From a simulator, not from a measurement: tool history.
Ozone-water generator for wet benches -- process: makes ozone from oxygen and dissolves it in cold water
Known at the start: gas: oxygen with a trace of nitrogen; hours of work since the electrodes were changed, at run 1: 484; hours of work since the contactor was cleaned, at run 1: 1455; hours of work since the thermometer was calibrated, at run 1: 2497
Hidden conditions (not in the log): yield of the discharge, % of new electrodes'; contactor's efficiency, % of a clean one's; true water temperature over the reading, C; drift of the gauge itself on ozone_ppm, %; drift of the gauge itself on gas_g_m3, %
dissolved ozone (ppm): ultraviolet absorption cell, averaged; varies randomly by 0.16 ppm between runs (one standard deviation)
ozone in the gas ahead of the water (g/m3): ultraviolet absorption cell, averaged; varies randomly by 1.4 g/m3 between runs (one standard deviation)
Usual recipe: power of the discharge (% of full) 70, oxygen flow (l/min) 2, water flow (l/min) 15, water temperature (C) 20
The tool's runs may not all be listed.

run,hour,power of the discharge (% of full),oxygen flow (l/min),water flow (l/min),water temperature (C),hours of work since the electrodes were changed,hours of work since the contactor was cleaned,hours of work since the thermometer was calibrated,dissolved ozone (ppm),ozone in the gas ahead of the water (g/m3)
1,0,70,2,15,20,484,1455,2497,20.2,261.7
2,24.6,70,2,15,20,503,1474,2515,20.3,260.7
3,48.4,70,2.1,15,20,521,1492,2533,20.4,252.4
4,85,70,2.1,15,20,549,1519,2561,20.2,252.8
5,101.8,70,2,15,17,561,1532,2574,20.6,260.3
6,128.5,70,2,15,17,582,1552,2594,20.6,259.4
7,152.1,70,2,15,17,599,1570,2612,20.8,262.1
8,170.9,70,2,15,17,614,1584,2626,20.8,257.6
9,188.3,70,2,15,20,627,1597,2639,20.3,259.7
10,220,70,2,15,20,651,1621,2663,20.2,258.9
11,240.6,70,2,15,20,666,1637,2678,20.3,259.4
12,257.7,70,2,15,20,679,1650,2691,20.3,259
13,283.4,70,2,15,20,699,1669,2711,19.8,255.9
14,313.6,70,2,15,20,721,1692,2734,20.2,258.9
15,339.1,70,2,15,20,741,1711,2753,20,258.8
16,373,70,2,15,21,766,1737,2778,19.7,257.6
17,404.2,67,2.74,10,21,790,1761,2802,26.6,208.2
18,441.7,70,2.42,21,14,818,1789,2830,15.8,232.9
19,478.9,48,3.34,21,13,846,1817,2858,13.6,153.7
20,502.8,78,3.34,21,13,864,1835,2877,18.2,209.9
21,533.1,42,2.06,17,16,887,1858,2899,13.5,183.8
22,564.8,70,2,10,21,911,1882,2923,27.4,257.3
23,588.9,46,2.68,10,14,930,1900,2942,23.3,170.5
24,616.8,94,1.48,23,21,951,1921,2963,14.6,360.7
25,641.3,94,1.48,23,21,969,1940,2981,14.8,360.9
26,661.8,94,1.48,23,21,985,1955,2997,14.6,359.3
27,693,94,1.48,23,21,1008,1979,3020,14.5,361.5
28,710.6,70,2,12,20,1022,1992,3034,23.6,253.8
29,732.7,70,2,12,20,1038,2009,3050,23.8,255.8
30,762,95,2.69,11,15,1060,2031,3073,33.2,258.9
31,786.2,95,2.69,11,15,1079,2049,3091,33.3,261.7

Consider 3 possible next runs. They are alternatives, not a sequence: every one starts from the tool as it was left by run 31. What does each give?
A,821.4,95,1.25,11,15,1105,2076,3117,?,?
B,821.4,98,2,15,20,1105,2076,3117,?,?
C,821.4,72,2,15,25,1105,2076,3117,?,?

run,dissolved ozone (ppm),ozone in the gas ahead of the water (g/m3)
A,29.8,395.9
B,23.9,309.1
C,19.1,258.4
With the hidden condition removed and each run's random variation left untouched, the same runs would have given:
run,dissolved ozone (ppm),ozone in the gas ahead of the water (g/m3)
A,32,416.7
B,25.8,325.7
C,20.5,270

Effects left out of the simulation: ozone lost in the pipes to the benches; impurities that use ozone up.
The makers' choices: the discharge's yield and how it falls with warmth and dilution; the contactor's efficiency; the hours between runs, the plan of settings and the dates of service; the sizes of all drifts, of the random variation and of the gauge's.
